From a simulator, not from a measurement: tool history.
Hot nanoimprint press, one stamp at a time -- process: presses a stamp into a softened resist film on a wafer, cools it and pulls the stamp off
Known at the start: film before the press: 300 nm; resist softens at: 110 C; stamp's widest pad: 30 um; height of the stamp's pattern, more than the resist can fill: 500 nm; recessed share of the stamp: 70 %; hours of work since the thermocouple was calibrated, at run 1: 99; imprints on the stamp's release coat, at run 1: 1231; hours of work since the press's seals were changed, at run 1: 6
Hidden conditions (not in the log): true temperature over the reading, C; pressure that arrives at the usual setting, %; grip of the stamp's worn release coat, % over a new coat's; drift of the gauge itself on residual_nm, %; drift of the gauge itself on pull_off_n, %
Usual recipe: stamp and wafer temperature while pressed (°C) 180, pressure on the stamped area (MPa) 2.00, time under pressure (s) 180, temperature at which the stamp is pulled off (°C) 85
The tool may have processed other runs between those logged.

run	day	stamp and wafer temperature while pressed (°C)	pressure on the stamped area (MPa)	time under pressure (s)	temperature at which the stamp is pulled off (°C)	hours of work since the thermocouple was calibrated	imprints on the stamp's release coat	hours of work since the press's seals were changed	resist left under the stamp's widest pad (nm)	greatest force while the stamp is pulled off (N)
1	0.000	180	2.00	180	85	99	1231	6	136.9	182
2	2.825	180	2.97	180	85	130	1413	37	114.9	186
3	4.633	180	2.00	180	85	150	1529	56	138.7	187
4	6.712	180	2.00	180	85	172	1663	79	139.2	188
5	9.900	180	2.00	180	85	207	1868	113	141.4	190
# day 11.688: stamp cleaned and given a new release coat
6	12.767	180	2.00	180	85	235	69	142	141.3	173
7	14.571	180	2.00	180	85	254	185	161	141.7	173
# day 15.608: plate thermocouple calibrated
8	16.029	180	1.30	180	85	5	271	176	161.8	170
9	17.812	185	2.00	180	85	24	385	195	107.8	170
10	20.946	185	2.00	180	85	58	587	229	108.8	173
11	23.838	180	2.00	180	85	89	773	260	137.7	177
12	26.654	180	2.00	180	80	120	954	291	138.1	200
13	28.096	180	1.98	180	85	135	1047	306	138.9	182
14	29.892	180	1.98	180	85	155	1162	326	140.8	182
15	31.504	171	2.00	180	85	172	1266	343	204.6	184
16	33.446	171	2.00	180	85	193	1391	364	204.9	185
17	35.754	181	1.90	174	85	218	1539	389	139.7	189
18	37.792	181	3.14	277	85	240	1670	411	92.3	190
19	39.646	188	2.39	260	79	260	1790	431	76.8	217
# day 40.275: plate thermocouple calibrated
20	42.217	176	2.45	220	84	21	1947	458	142.4	198
# day 42.821: stamp cleaned and given a new release coat
21	45.250	185	2.00	286	85	51	156	488	92.2	172
22	47.338	185	2.00	286	85	74	290	510	92.3	173
23	48.958	180	2.00	180	92	91	394	528	140.7	150
24	51.150	180	1.41	252	90	115	535	552	145.4	155
25	54.250	172	2.00	257	85	149	734	585	180.7	179
26	57.358	172	2.00	257	85	182	934	619	180.9	180
27	60.083	180	1.26	180	85	212	1110	648	173.4	184
28	61.946	169	2.24	180	85	232	1229	668	216.8	186
# day 65.108: plate thermocouple calibrated
29	65.129	178	2.97	180	85	0	1426	702	127.6	183

What if the next run were any one of these 5? Each begins from the tool's condition after run 29:
A	67.717	176	2.00	137	85	28	1592	729	?	?
B	67.717	180	2.00	262	75	28	1592	729	?	?
C	67.717	180	2.47	180	73	28	1592	729	?	?
D	67.717	178	2.23	171	74	28	1592	729	?	?
E	67.717	170	2.97	180	71	28	1592	729	?	?

run	resist left under the stamp's widest pad (nm)	greatest force while the stamp is pulled off (N)
A	177.8	184
B	118.6	221
C	125.1	233
D	147.1	227
E	184.5	238
Take away the tool's hidden state, keep each run's random variation, and the runs would have read:
run	resist left under the stamp's widest pad (nm)	greatest force while the stamp is pulled off (N)
A	176.1	165
B	117.1	198
C	123.2	209
D	145.2	204
E	181.8	214
